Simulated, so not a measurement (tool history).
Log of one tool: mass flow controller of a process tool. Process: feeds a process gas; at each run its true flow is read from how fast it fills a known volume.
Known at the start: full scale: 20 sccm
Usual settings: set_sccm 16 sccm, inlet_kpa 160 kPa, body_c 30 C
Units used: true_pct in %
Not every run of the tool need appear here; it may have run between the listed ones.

run,day,set_sccm,inlet_kpa,body_c,true_pct
1,0,16,160,30,99.96
2,7.512,16,160,30,99.95
3,13.15,16,160,30,99.87
4,16.658,16,160,30,99.82
5,21.192,16,160,30,99.84
6,24.729,16,160,30,99.81
7,32.054,16,160,30,99.89
8,35.646,16,160,30,99.9
9,40.692,16,160,30,99.87
10,45.021,16,160,30,99.79
11,49.45,16,160,30,99.94
12,54.583,16,160,30,99.82
13,62.004,16,160,30,99.91
14,67.317,16,160,30,99.9
15,70.812,16,160,30,99.88
16,77.875,16,160,30,99.85
17,83.696,16,160,30,99.93
18,90.125,6,170,33,99.57
19,94.846,16,164,35,99.63
20,101.038,9,160,30,99.84
21,104.962,9,160,30,99.77
22,110.808,17,186,26,99.96
23,117.796,17,176,39,99.54
24,121.496,2,273,36,99.06
25,127.392,16,180,22,100.04
26,131.621,9,243,30,99.52
27,135.45,12,160,30,99.9
28,140.388,12,160,30,99.8
29,145.717,8,192,30,99.61
30,151.35,10,142,32,99.67

Predict the results of run 31:
31,154.838,3,206,31,?

true_pct: 99.39 %
Without the tool's hidden state the same run would have given true_pct 99.36 %.

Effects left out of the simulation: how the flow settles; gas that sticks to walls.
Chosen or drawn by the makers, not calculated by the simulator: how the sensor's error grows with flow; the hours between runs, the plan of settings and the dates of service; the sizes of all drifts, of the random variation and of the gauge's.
